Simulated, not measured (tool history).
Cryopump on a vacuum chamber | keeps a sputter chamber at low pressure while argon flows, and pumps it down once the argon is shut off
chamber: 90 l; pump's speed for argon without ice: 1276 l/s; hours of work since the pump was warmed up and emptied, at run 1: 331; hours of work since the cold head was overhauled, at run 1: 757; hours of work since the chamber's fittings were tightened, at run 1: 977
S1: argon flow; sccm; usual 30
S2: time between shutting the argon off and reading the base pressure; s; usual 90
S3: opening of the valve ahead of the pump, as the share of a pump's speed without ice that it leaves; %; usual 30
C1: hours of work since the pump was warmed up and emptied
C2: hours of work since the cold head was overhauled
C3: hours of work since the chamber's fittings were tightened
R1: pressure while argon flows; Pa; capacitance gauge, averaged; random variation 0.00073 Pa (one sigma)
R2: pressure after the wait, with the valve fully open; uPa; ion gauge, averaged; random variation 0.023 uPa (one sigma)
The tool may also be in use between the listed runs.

{"run": 1, "day": 0.0, "S1": 30, "S2": 90, "S3": 30, "C1": 331, "C2": 757, "C3": 977, "R1": 0.1399, "R2": 1.97}
{"run": 2, "day": 4.088, "S1": 30, "S2": 90, "S3": 15, "C1": 379, "C2": 805, "C3": 1025, "R1": 0.2745, "R2": 1.99}
{"day": 4.692, "done": "pump warmed up, emptied and cooled again"}
{"run": 3, "day": 7.625, "S1": 30, "S2": 90, "S3": 15, "C1": 35, "C2": 845, "C3": 1065, "R1": 0.2674, "R2": 1.85}
{"run": 4, "day": 11.358, "S1": 30, "S2": 90, "S3": 15, "C1": 80, "C2": 890, "C3": 1110, "R1": 0.2669, "R2": 1.92}
{"run": 5, "day": 15.412, "S1": 30, "S2": 43, "S3": 15, "C1": 128, "C2": 938, "C3": 1158, "R1": 0.2655, "R2": 2.58}
{"run": 6, "day": 17.804, "S1": 30, "S2": 43, "S3": 15, "C1": 156, "C2": 967, "C3": 1187, "R1": 0.268, "R2": 2.62}
{"run": 7, "day": 21.367, "S1": 30, "S2": 90, "S3": 30, "C1": 199, "C2": 1009, "C3": 1229, "R1": 0.1367, "R2": 2.13}
{"run": 8, "day": 23.6, "S1": 30, "S2": 67, "S3": 30, "C1": 226, "C2": 1036, "C3": 1256, "R1": 0.1383, "R2": 2.29}
{"run": 9, "day": 25.617, "S1": 30, "S2": 22, "S3": 30, "C1": 250, "C2": 1060, "C3": 1280, "R1": 0.1375, "R2": 3.84}
{"run": 10, "day": 29.008, "S1": 30, "S2": 90, "S3": 30, "C1": 290, "C2": 1100, "C3": 1320, "R1": 0.1392, "R2": 2.29}
{"run": 11, "day": 33.0, "S1": 30, "S2": 82, "S3": 30, "C1": 338, "C2": 1148, "C3": 1368, "R1": 0.1403, "R2": 2.36}
{"run": 12, "day": 36.371, "S1": 30, "S2": 90, "S3": 17, "C1": 378, "C2": 1188, "C3": 1408, "R1": 0.2423, "R2": 2.47}
{"day": 37.225, "done": "pump warmed up, emptied and cooled again"}
{"run": 13, "day": 39.254, "S1": 30, "S2": 90, "S3": 17, "C1": 24, "C2": 1220, "C3": 1440, "R1": 0.2351, "R2": 2.26}
{"run": 14, "day": 42.208, "S1": 30, "S2": 90, "S3": 17, "C1": 59, "C2": 1255, "C3": 1475, "R1": 0.2331, "R2": 2.2}
{"run": 15, "day": 44.221, "S1": 30, "S2": 26, "S3": 30, "C1": 83, "C2": 1279, "C3": 1499, "R1": 0.1354, "R2": 3.61}
{"run": 16, "day": 48.121, "S1": 21, "S2": 26, "S3": 41, "C1": 130, "C2": 1326, "C3": 1546, "R1": 0.0699, "R2": 3.74}
{"run": 17, "day": 52.617, "S1": 15, "S2": 164, "S3": 35, "C1": 184, "C2": 1379, "C3": 1599, "R1": 0.0588, "R2": 2.24}
{"run": 18, "day": 55.504, "S1": 15, "S2": 164, "S3": 35, "C1": 218, "C2": 1414, "C3": 1634, "R1": 0.0596, "R2": 2.29}
{"run": 19, "day": 59.467, "S1": 25, "S2": 209, "S3": 58, "C1": 265, "C2": 1461, "C3": 1681, "R1": 0.0611, "R2": 2.36}
{"run": 20, "day": 61.454, "S1": 25, "S2": 209, "S3": 58, "C1": 289, "C2": 1485, "C3": 1705, "R1": 0.0624, "R2": 2.36}
{"run": 21, "day": 63.758, "S1": 13, "S2": 41, "S3": 21, "C1": 317, "C2": 1512, "C3": 1732, "R1": 0.0862, "R2": 3.3}
{"run": 22, "day": 67.946, "S1": 30, "S2": 118, "S3": 30, "C1": 366, "C2": 1562, "C3": 1782, "R1": 0.1406, "R2": 2.76}
{"day": 69.758, "done": "pump warmed up, emptied and cooled again"}
{"run": 23, "day": 70.679, "S1": 30, "S2": 118, "S3": 30, "C1": 11, "C2": 1592, "C3": 1813, "R1": 0.1326, "R2": 2.44}
{"run": 24, "day": 73.858, "S1": 30, "S2": 118, "S3": 30, "C1": 49, "C2": 1630, "C3": 1850, "R1": 0.1345, "R2": 2.49}
{"run": 25, "day": 76.512, "S1": 18, "S2": 33, "S3": 50, "C1": 81, "C2": 1662, "C3": 1882, "R1": 0.0489, "R2": 3.61}
{"run": 26, "day": 78.85, "S1": 30, "S2": 80, "S3": 23, "C1": 108, "C2": 1690, "C3": 1910, "R1": 0.1744, "R2": 2.81}

The next listed run, before its measurement:
{"run": 27, "day": 81.088, "S1": 42, "S2": 71, "S3": 60, "C1": 135, "C2": 1717, "C3": 1937, "R1": "?", "R2": "?"}

{"run 27": {"R1": 0.0976, "R2": 2.89}}
Without the tool's hidden state the same run would have given R1 0.0929 Pa, R2 0.91 uPa.
